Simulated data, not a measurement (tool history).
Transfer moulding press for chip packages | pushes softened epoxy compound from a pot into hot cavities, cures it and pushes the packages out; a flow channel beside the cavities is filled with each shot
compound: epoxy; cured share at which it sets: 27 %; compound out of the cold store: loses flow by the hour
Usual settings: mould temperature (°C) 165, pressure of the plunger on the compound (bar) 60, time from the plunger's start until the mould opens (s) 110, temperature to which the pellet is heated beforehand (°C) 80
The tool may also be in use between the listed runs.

run,hour,mould temperature (°C),pressure of the plunger on the compound (bar),time from the plunger's start until the mould opens (s),temperature to which the pellet is heated beforehand (°C),incoming compound's hours out of the cold store,length that the compound runs in the flow channel (mm),greatest force on the pins that push the packages out (N)
1,0,165,60,110,80,14.5,584,427
2,21.1,165,60,110,80,46.3,508,471
3,35.7,165,60,110,80,10.1,593,584
4,47.8,165,60,110,80,43,514,576
5,69.9,165,60,110,80,21.3,560,658
6,87.3,165,60,110,80,42.6,516,675
# hour 92.4: cavities cleaned with cleaning compound and waxed
7,109.6,167,60,110,80,24,556,670
8,121,165,60,110,86,43.3,515,730
9,137.9,165,60,110,86,29.5,540,738
# hour 147.7: cavities cleaned with cleaning compound and waxed, once more
10,156.1,165,60,110,86,41.9,507,433
11,171.4,165,60,110,86,32.2,531,492
12,185.9,165,60,110,86,10.4,583,603
13,208.2,170,45.5,110,75,27,461,501
14,225.8,165,45,110,80,17.3,483,705
# hour 239.9: cavities cleaned with cleaning compound and waxed
15,249.4,159,61.5,110,80,32.2,544,711
16,269.5,159,61.5,110,80,34.1,535,813
17,283.1,165,58.4,105,80,13.7,553,694
18,301.8,165,58.4,105,80,29.8,515,718
19,311.4,165,58.4,105,80,37.7,499,696

Run 20 comes next. What will it give?
20,328.2,164,60,110,76,42,?,?

Run 20 gave length that the compound runs in the flow channel (mm) 497, greatest force on the pins that push the packages out (N) 709.
Without the tool's hidden state the same run would have given length that the compound runs in the flow channel (mm) 529, greatest force on the pins that push the packages out (N) 402.

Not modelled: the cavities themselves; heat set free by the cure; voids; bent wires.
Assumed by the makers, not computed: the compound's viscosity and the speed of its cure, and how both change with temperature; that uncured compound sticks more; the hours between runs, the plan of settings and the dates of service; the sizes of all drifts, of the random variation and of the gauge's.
